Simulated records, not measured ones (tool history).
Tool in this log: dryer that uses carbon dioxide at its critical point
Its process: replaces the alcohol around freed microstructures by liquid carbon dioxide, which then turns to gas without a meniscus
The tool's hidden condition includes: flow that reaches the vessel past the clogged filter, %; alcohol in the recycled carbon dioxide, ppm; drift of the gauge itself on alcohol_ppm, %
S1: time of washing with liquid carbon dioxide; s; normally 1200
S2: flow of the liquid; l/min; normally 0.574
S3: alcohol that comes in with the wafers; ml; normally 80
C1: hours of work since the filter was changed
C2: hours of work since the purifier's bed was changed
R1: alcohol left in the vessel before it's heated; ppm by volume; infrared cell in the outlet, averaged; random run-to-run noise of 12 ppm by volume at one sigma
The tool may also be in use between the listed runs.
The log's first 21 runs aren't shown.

run 22 day=13.025 | S1=1080 S2=0.574 S3=28 | C1=214 C2=261 | R1=452
run 23 day=13.800 | S1=1080 S2=0.574 S3=28 | C1=224 C2=271 | R1=450
run 24 day=14.546 | S1=780 S2=0.385 S3=98 | C1=233 C2=281 | R1=9303
run 25 day=14.896 | S1=780 S2=0.385 S3=98 | C1=238 C2=285 | R1=9628
run 26 day=15.346 | S1=1740 S2=0.574 S3=114 | C1=244 C2=291 | R1=229
run 27 day=15.854 | S1=1020 S2=0.701 S3=89 | C1=250 C2=297 | R1=820
run 28 day=16.325 | S1=1020 S2=0.701 S3=89 | C1=256 C2=303 | R1=810
run 29 day=17.075 | S1=1680 S2=0.553 S3=89 | C1=266 C2=313 | R1=282
run 30 day=17.496 | S1=1860 S2=0.444 S3=41 | C1=271 C2=318 | R1=253
run 31 day=18.221 | S1=1440 S2=0.883 S3=31 | C1=281 C2=328 | R1=40
run 32 day=18.571 | S1=1440 S2=0.556 S3=29 | C1=285 C2=332 | R1=201
run 33 day=19.400 | S1=1740 S2=0.556 S3=29 | C1=296 C2=343 | R1=97
run 34 day=19.779 | S1=1200 S2=0.574 S3=20 | C1=301 C2=348 | R1=256
run 35 day=20.525 | S1=1200 S2=0.829 S3=54 | C1=310 C2=357 | R1=128
run 36 day=20.975 | S1=900 S2=0.641 S3=37 | C1=316 C2=363 | R1=783
run 37 day=21.571 | S1=900 S2=0.641 S3=37 | C1=324 C2=371 | R1=811
run 38 day=22.321 | S1=1020 S2=0.574 S3=80 | C1=333 C2=380 | R1=1655
run 39 day=23.079 | S1=1140 S2=0.574 S3=80 | C1=343 C2=390 | R1=1149
run 40 day=23.738 | S1=1260 S2=0.603 S3=96 | C1=352 C2=399 | R1=795
run 41 day=24.108 | S1=1260 S2=0.603 S3=96 | C1=356 C2=403 | R1=790
run 42 day=24.712 | S1=1860 S2=0.402 S3=96 | C1=364 C2=411 | R1=879
run 43 day=25.517 | S1=1080 S2=0.627 S3=74 | C1=374 C2=422 | R1=935
run 44 day=26.271 | S1=1080 S2=0.627 S3=74 | C1=384 C2=431 | R1=982
-- day=26.675 inlet filter changed
run 45 day=26.883 | S1=1740 S2=0.574 S3=47 | C1=3 C2=439 | R1=100
run 46 day=27.575 | S1=1740 S2=0.574 S3=47 | C1=12 C2=447 | R1=108

Below are 4 alternative next runs, each starting from the tool's condition after run 46. Predict each:
run A day=28.354 | S1=1740 S2=0.747 S3=47 | C1=22 C2=458 | R1=?
run B day=28.354 | S1=1860 S2=0.600 S3=37 | C1=22 C2=458 | R1=?
run C day=28.354 | S1=1440 S2=0.381 S3=41 | C1=22 C2=458 | R1=?
run D day=28.354 | S1=1260 S2=0.574 S3=47 | C1=22 C2=458 | R1=?

run=A R1=48
run=B R1=69
run=C R1=915
run=D R1=383
With the hidden condition removed and each run's random variation left untouched, the same runs would have given:
run=A R1=13
run=B R1=32
run=C R1=866
run=D R1=339

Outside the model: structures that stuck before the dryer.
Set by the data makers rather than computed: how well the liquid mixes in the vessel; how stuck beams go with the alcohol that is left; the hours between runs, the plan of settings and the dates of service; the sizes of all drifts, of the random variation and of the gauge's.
